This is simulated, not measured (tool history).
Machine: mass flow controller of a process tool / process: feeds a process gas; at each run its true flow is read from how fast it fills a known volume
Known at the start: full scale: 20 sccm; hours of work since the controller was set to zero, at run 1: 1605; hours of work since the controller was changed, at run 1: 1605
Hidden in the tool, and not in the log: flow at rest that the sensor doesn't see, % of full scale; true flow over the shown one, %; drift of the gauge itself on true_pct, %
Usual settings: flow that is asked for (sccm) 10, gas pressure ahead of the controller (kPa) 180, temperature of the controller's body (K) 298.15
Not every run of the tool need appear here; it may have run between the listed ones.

run,hour,flow that is asked for (sccm),gas pressure ahead of the controller (kPa),temperature of the controller's body (K),hours of work since the controller was set to zero,hours of work since the controller was changed,true flow (%)
1,0.0,10,180,298.15,1605,1605,98.81
2,88.9,10,180,298.15,1665,1665,98.82
3,169.3,10,160,298.15,1718,1718,98.76
4,270.4,10,180,298.15,1785,1785,98.78
5,357.9,3,180,298.15,1844,1844,99.76
6,415.8,10,238,298.15,1882,1882,99.02
7,510.4,10,180,293.15,1946,1946,98.53
8,565.7,10,180,293.15,1982,1982,98.44
9,663.3,7,180,303.15,2047,2047,99.14
10,711.8,10,220,308.15,2080,2080,99.49
11,789.4,10,232,305.15,2131,2131,99.27
# hour 794.7: controller's zero set anew
12,887.1,10,232,294.15,62,2196,98.90

What will run 13 give?
13,937.1,7,278,293.15,95,2230,?

{"run 13": {"true flow (%)": 99.01}}
The same run, on a tool lacking any hidden state, would have yielded true flow (%) 98.32.

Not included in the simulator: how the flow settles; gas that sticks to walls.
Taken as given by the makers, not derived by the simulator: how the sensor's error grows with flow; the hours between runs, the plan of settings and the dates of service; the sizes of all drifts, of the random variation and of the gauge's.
